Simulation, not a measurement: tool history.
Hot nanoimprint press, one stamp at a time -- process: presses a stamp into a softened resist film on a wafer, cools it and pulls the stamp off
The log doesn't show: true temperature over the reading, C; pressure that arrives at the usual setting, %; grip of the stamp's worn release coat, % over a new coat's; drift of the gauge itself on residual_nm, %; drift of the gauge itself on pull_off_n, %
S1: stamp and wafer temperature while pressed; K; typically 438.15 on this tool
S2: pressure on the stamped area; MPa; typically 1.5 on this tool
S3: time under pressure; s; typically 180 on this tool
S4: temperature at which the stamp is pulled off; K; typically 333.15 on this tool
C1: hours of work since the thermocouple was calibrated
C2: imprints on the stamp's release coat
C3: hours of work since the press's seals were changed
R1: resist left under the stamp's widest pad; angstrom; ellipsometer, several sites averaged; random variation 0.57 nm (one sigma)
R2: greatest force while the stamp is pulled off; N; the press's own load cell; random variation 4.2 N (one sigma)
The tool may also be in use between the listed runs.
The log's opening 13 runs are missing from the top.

run	day	S1	S2	S3	S4	C1	C2	C3	R1	R2
14	17.567	438.15	1.5	180	338.15	357	569	1041	1052	189
15	19.258	438.15	1.5	180	338.15	380	661	1064	1057	187
16	20.838	438.15	1.5	180	338.15	402	747	1085	1047	195
17	21.996	427.15	2.38	143	321.15	418	810	1101	1231	244
18	22.975	427.15	2.38	143	321.15	431	863	1115	1230	244
19	24.788	427.15	2.38	171	338.15	456	961	1139	1165	194
20	25.746	442.15	2.24	180	321.15	469	1013	1152	774	233
# day 26.475: gauge calibrated
# day 26.725: stamp cleaned and given a new release coat
21	27.012	442.15	2.24	180	321.15	483	16	1166	806	237
# day 27.6: plate thermocouple calibrated
22	28.262	431.15	1.37	268	327.15	9	77	1182	1164	221

Forecast run 23:
23	29.529	449.15	1.11	105	321.15	26	146	1199	?	?

Run 23 came out at R1 1127 angstrom, R2 232 N.
Without the tool's hidden state the same run would have given R1 1129 angstrom, R2 231 N.
